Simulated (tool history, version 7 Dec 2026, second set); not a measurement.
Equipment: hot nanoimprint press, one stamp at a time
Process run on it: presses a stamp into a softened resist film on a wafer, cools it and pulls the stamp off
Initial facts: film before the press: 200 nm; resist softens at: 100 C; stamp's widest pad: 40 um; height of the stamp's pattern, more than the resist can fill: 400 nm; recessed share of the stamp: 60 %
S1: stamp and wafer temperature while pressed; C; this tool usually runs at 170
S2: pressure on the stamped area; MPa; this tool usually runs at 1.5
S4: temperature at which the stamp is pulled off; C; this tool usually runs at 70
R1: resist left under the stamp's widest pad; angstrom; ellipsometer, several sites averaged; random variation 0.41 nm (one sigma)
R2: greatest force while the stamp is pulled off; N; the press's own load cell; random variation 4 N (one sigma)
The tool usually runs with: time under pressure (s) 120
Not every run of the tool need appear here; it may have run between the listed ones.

Run 1, hour 0: usual settings. Result: R1 1021 angstrom, R2 242 N.
Run 2, hour 9.7: usual settings. Result: R1 1026 angstrom, R2 225 N.
Run 3, hour 22.3: usual settings. Result: R1 1023 angstrom, R2 234 N.
Run 4, hour 34.3: usual settings. Result: R1 1021 angstrom, R2 232 N.
Run 5, hour 45.1: usual settings. Result: R1 1018 angstrom, R2 238 N.
Run 6, hour 59: usual settings. Result: R1 1017 angstrom, R2 235 N.
Run 7, hour 69.4: usual settings but S1 168 C. Result: R1 1082 angstrom, R2 241 N.
Run 8, hour 84.3: usual settings but S1 168 C. Result: R1 1089 angstrom, R2 239 N.
Run 9, hour 95.2: usual settings. Result: R1 1023 angstrom, R2 250 N.
At hour 99.4: plate thermocouple calibrated.
At hour 112.6: stamp cleaned and given a new release coat.
Run 10, hour 122.6: usual settings. Result: R1 982 angstrom, R2 179 N.
Run 11, hour 140.8: usual settings. Result: R1 987 angstrom, R2 185 N.
Run 12, hour 158.8: usual settings. Result: R1 984 angstrom, R2 182 N.
Run 13, hour 174.4: usual settings but time under pressure (s) 106. Result: R1 1024 angstrom, R2 181 N.
Run 14, hour 191.3: usual settings but S2 2.02 MPa. Result: R1 846 angstrom, R2 181 N.
Run 15, hour 211: usual settings but S2 2.02 MPa. Result: R1 844 angstrom, R2 191 N.
At hour 221.9: plate thermocouple calibrated, once more.
Run 16, hour 228.5: usual settings but S2 2.02 MPa. Result: R1 925 angstrom, R2 192 N.
Run 17, hour 248.2: usual settings but S1 175 C, S2 2.02 MPa, S4 75 C. Result: R1 777 angstrom, R2 167 N.
Run 18, hour 267.7: usual settings but S1 175 C, S2 2.02 MPa, S4 75 C. Result: R1 772 angstrom, R2 170 N.
Run 19, hour 285.1: usual settings but S1 175 C, S2 2.02 MPa, S4 75 C. Result: R1 768 angstrom, R2 168 N.
Run 20, hour 302.2: usual settings but S1 168 C, S2 2.08 MPa, S4 75 C. Result: R1 969 angstrom, R2 175 N.
Run 21, hour 311.3: usual settings but S1 168 C, S2 2.08 MPa, S4 75 C. Result: R1 977 angstrom, R2 179 N.
Run 22, hour 321.6: usual settings but S1 178 C, time under pressure (s) 186, S4 71 C. Result: R1 700 angstrom, R2 200 N.
Run 23, hour 333.7: usual settings but S2 2.36 MPa, S4 77 C. Result: R1 852 angstrom, R2 160 N.
Run 24, hour 348.7: usual settings but time under pressure (s) 187, S4 76 C. Result: R1 914 angstrom, R2 168 N.
Run 25, hour 365.5: usual settings but S2 1.65 MPa, time under pressure (s) 187. Result: R1 864 angstrom, R2 203 N.
Run 26, hour 385.1: usual settings but time under pressure (s) 93. Result: R1 1143 angstrom, R2 202 N.
Run 27, hour 397.4: usual settings but time under pressure (s) 93. Result: R1 1148 angstrom, R2 205 N.
Run 28, hour 413.4: usual settings but time under pressure (s) 93. Result: R1 1143 angstrom, R2 215 N.
Run 29, hour 429.4: usual settings but time under pressure (s) 93. Result: R1 1147 angstrom, R2 212 N.
Run 30, hour 444.9: usual settings but S2 2 MPa, time under pressure (s) 93, S4 69 C. Result: R1 1004 angstrom, R2 214 N.
Run 31, hour 462.3: usual settings but S2 1.99 MPa, S4 71 C. Result: R1 919 angstrom, R2 206 N.

What if the next run were any one of these 3? Each begins from the tool's condition after run 31:
Run A, hour 476: usual settings but S2 1.75 MPa, time under pressure (s) 62, S4 64 C. Result: R1 ?, R2 ?.
Run B, hour 476: usual settings but S1 169 C, S2 1.52 MPa, S4 55 C. Result: R1 ?, R2 ?.
Run C, hour 476: usual settings but time under pressure (s) 161. Result: R1 ?, R2 ?.

run    R1   R2
  A  1212  254
  B  1086  299
  C   957  207
The same runs, with their run-to-run variation unchanged, on a tool lacking any hidden condition would have given:
run    R1   R2
  A  1222  229
  B  1097  269
  C   967  187

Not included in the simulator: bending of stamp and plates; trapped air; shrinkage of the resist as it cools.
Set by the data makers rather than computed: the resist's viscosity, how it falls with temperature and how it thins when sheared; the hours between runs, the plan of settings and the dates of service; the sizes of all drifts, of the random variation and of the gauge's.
